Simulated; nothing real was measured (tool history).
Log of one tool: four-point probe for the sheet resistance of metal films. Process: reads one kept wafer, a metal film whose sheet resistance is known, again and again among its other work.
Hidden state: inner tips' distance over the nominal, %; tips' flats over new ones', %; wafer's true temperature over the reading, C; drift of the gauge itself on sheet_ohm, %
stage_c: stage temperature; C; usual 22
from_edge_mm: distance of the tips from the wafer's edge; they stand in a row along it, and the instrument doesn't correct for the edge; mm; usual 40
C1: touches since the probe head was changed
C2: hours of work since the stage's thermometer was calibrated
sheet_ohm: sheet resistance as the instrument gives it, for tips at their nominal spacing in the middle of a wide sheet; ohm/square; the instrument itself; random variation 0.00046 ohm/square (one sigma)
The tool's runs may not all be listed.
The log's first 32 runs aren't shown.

{"run": 33, "hour": 382.0, "stage_c": 22, "from_edge_mm": 15, "C1": 10990, "C2": 11, "sheet_ohm": 2.297349}
{"run": 34, "hour": 389.4, "stage_c": 25, "from_edge_mm": 6, "C1": 11089, "C2": 14, "sheet_ohm": 2.306797}
{"run": 35, "hour": 405.3, "stage_c": 26, "from_edge_mm": 45, "C1": 11302, "C2": 21, "sheet_ohm": 2.291744}
{"run": 36, "hour": 419.3, "stage_c": 26, "from_edge_mm": 45, "C1": 11490, "C2": 27, "sheet_ohm": 2.291887}
{"hour": 433.5, "done": "stage's thermometer calibrated, once more"}
{"run": 37, "hour": 434.5, "stage_c": 31, "from_edge_mm": 11, "C1": 11687, "C2": 0, "sheet_ohm": 2.296739}
{"run": 38, "hour": 442.8, "stage_c": 19, "from_edge_mm": 21, "C1": 11798, "C2": 4, "sheet_ohm": 2.307282}
{"run": 39, "hour": 454.2, "stage_c": 19, "from_edge_mm": 21, "C1": 11951, "C2": 8, "sheet_ohm": 2.306724}
{"run": 40, "hour": 468.7, "stage_c": 19, "from_edge_mm": 21, "C1": 12146, "C2": 14, "sheet_ohm": 2.30748}
{"run": 41, "hour": 476.1, "stage_c": 22, "from_edge_mm": 40, "C1": 12245, "C2": 17, "sheet_ohm": 2.302024}
{"run": 42, "hour": 488.3, "stage_c": 22, "from_edge_mm": 40, "C1": 12409, "C2": 22, "sheet_ohm": 2.303364}
{"run": 43, "hour": 505.1, "stage_c": 22, "from_edge_mm": 40, "C1": 12634, "C2": 29, "sheet_ohm": 2.301972}
{"run": 44, "hour": 521.8, "stage_c": 31, "from_edge_mm": 4, "C1": 12859, "C2": 36, "sheet_ohm": 2.323684}
{"run": 45, "hour": 535.8, "stage_c": 30, "from_edge_mm": 33, "C1": 13046, "C2": 42, "sheet_ohm": 2.294707}

4 ways to go on from here, each from the tool as it stands after run 45. What would each give?
{"run": "A", "hour": 546.5, "stage_c": 20, "from_edge_mm": 5, "C1": 13190, "C2": 46, "sheet_ohm": "?"}
{"run": "B", "hour": 546.5, "stage_c": 24, "from_edge_mm": 7, "C1": 13190, "C2": 46, "sheet_ohm": "?"}
{"run": "C", "hour": 546.5, "stage_c": 21, "from_edge_mm": 12, "C1": 13190, "C2": 46, "sheet_ohm": "?"}
{"run": "D", "hour": 546.5, "stage_c": 30, "from_edge_mm": 8, "C1": 13190, "C2": 46, "sheet_ohm": "?"}

run=A sheet_ohm=2.32467
run=B sheet_ohm=2.309928
run=C sheet_ohm=2.307357
run=D sheet_ohm=2.301379
Without the tool's hidden state the same runs would have given:
run=A sheet_ohm=2.321262
run=B sheet_ohm=2.306533
run=C sheet_ohm=2.303971
run=D sheet_ohm=2.297987
